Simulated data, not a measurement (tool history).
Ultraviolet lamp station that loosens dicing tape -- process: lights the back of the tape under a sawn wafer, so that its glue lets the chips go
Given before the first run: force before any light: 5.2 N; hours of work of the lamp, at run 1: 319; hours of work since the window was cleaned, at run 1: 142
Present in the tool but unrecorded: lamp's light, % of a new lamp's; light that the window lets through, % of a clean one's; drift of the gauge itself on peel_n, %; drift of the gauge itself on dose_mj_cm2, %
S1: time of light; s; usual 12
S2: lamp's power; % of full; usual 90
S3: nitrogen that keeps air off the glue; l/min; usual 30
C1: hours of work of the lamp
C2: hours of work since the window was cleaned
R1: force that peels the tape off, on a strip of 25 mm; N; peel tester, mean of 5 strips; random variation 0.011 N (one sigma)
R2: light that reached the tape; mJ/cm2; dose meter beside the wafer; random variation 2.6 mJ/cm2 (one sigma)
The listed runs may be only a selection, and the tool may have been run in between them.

run 1 day=0.000 | S1=12 S2=90 S3=30 | C1=319 C2=142 | R1=0.662 R2=276
run 2 day=2.296 | S1=12 S2=90 S3=30 | C1=345 C2=169 | R1=0.647 R2=267
run 3 day=5.108 | S1=12 S2=90 S3=48 | C1=377 C2=201 | R1=0.590 R2=258
run 4 day=8.246 | S1=10 S2=90 S3=30 | C1=413 C2=236 | R1=0.972 R2=210
-- day=10.383 window cleaned of glue's vapour
run 5 day=11.233 | S1=6 S2=90 S3=30 | C1=447 C2=10 | R1=1.874 R2=116
run 6 day=14.896 | S1=12 S2=90 S3=30 | C1=489 C2=51 | R1=0.863 R2=223
run 7 day=17.179 | S1=12 S2=90 S3=30 | C1=515 C2=77 | R1=0.919 R2=222
run 8 day=20.238 | S1=12 S2=90 S3=19 | C1=549 C2=112 | R1=1.164 R2=213
run 9 day=22.454 | S1=12 S2=69 S3=30 | C1=575 C2=137 | R1=1.440 R2=161
-- day=23.583 window cleaned of glue's vapour, once more
run 10 day=26.375 | S1=12 S2=69 S3=30 | C1=619 C2=32 | R1=0.966 R2=211
run 11 day=30.025 | S1=9 S2=90 S3=30 | C1=661 C2=73 | R1=1.072 R2=203
run 12 day=31.679 | S1=12 S2=69 S3=30 | C1=679 C2=92 | R1=1.068 R2=204
run 13 day=35.158 | S1=12 S2=69 S3=30 | C1=719 C2=132 | R1=1.124 R2=199
run 14 day=37.608 | S1=12 S2=69 S3=14 | C1=747 C2=160 | R1=1.546 R2=187
run 15 day=40.217 | S1=12 S2=69 S3=14 | C1=777 C2=189 | R1=1.509 R2=189
run 16 day=43.004 | S1=17 S2=90 S3=30 | C1=808 C2=221 | R1=0.438 R2=336
run 17 day=45.662 | S1=12 S2=90 S3=10 | C1=839 C2=251 | R1=1.338 R2=229
-- day=46.371 window cleaned of glue's vapour
run 18 day=47.608 | S1=12 S2=90 S3=10 | C1=861 C2=14 | R1=1.132 R2=261
run 19 day=50.138 | S1=12 S2=90 S3=10 | C1=889 C2=43 | R1=1.164 R2=256
run 20 day=53.775 | S1=12 S2=90 S3=10 | C1=931 C2=84 | R1=1.290 R2=247
run 21 day=56.454 | S1=12 S2=90 S3=59 | C1=961 C2=115 | R1=0.654 R2=237
run 22 day=58.992 | S1=12 S2=63 S3=38 | C1=990 C2=144 | R1=1.281 R2=162
run 23 day=62.508 | S1=12 S2=63 S3=38 | C1=1030 C2=184 | R1=1.318 R2=156
run 24 day=64.229 | S1=22 S2=71 S3=18 | C1=1050 C2=203 | R1=0.624 R2=320
run 25 day=66.075 | S1=22 S2=68 S3=18 | C1=1071 C2=224 | R1=0.699 R2=303
run 26 day=68.325 | S1=22 S2=68 S3=18 | C1=1096 C2=250 | R1=0.736 R2=296
-- day=69.417 window cleaned of glue's vapour
run 27 day=72.408 | S1=22 S2=68 S3=18 | C1=1143 C2=34 | R1=0.599 R2=326
run 28 day=74.804 | S1=7 S2=83 S3=22 | C1=1170 C2=61 | R1=1.987 R2=126
run 29 day=78.254 | S1=7 S2=83 S3=22 | C1=1209 C2=101 | R1=2.061 R2=122
run 30 day=80.783 | S1=7 S2=83 S3=22 | C1=1238 C2=129 | R1=2.140 R2=119
run 31 day=83.092 | S1=7 S2=93 S3=29 | C1=1264 C2=156 | R1=1.862 R2=132
run 32 day=86.533 | S1=7 S2=78 S3=10 | C1=1303 C2=195 | R1=2.719 R2=104
run 33 day=90.658 | S1=6 S2=78 S3=30 | C1=1350 C2=242 | R1=2.618 R2=86
-- day=91.117 lamp changed
-- day=92.271 window cleaned of glue's vapour
run 34 day=93.100 | S1=6 S2=92 S3=30 | C1=22 C2=9 | R1=1.425 R2=162
run 35 day=94.858 | S1=23 S2=63 S3=13 | C1=42 C2=29 | R1=0.460 R2=419
run 36 day=98.125 | S1=23 S2=63 S3=13 | C1=80 C2=67 | R1=0.517 R2=399
run 37 day=101.262 | S1=11 S2=80 S3=34 | C1=115 C2=102 | R1=0.752 R2=238
run 38 day=103.521 | S1=11 S2=80 S3=34 | C1=141 C2=128 | R1=0.816 R2=233
run 39 day=107.392 | S1=11 S2=80 S3=34 | C1=185 C2=172 | R1=0.837 R2=225
run 40 day=110.671 | S1=19 S2=90 S3=25 | C1=222 C2=209 | R1=0.332 R2=425
run 41 day=112.625 | S1=19 S2=90 S3=25 | C1=245 C2=232 | R1=0.346 R2=419
-- day=115.217 window cleaned of glue's vapour
run 42 day=116.042 | S1=19 S2=90 S3=25 | C1=283 C2=9 | R1=0.282 R2=472

Branching from run 42: 5 alternative next runs. What would each branch give?
run A day=119.321 | S1=9 S2=75 S3=40 | C1=321 C2=47 | R1=? R2=?
run B day=119.321 | S1=7 S2=73 S3=14 | C1=321 C2=47 | R1=? R2=?
run C day=119.321 | S1=21 S2=90 S3=9 | C1=321 C2=47 | R1=? R2=?
run D day=119.321 | S1=19 S2=81 S3=45 | C1=321 C2=47 | R1=? R2=?
run E day=119.321 | S1=13 S2=93 S3=18 | C1=321 C2=47 | R1=? R2=?

run=A R1=1.093 R2=182
run=B R1=2.093 R2=137
run=C R1=0.414 R2=510
run=D R1=0.286 R2=415
run=E R1=0.621 R2=328
With the hidden condition removed and each run's random variation left untouched, the same runs would have given:
run=A R1=0.938 R2=202
run=B R1=1.900 R2=151
run=C R1=0.350 R2=566
run=D R1=0.253 R2=460
run=E R1=0.520 R2=364

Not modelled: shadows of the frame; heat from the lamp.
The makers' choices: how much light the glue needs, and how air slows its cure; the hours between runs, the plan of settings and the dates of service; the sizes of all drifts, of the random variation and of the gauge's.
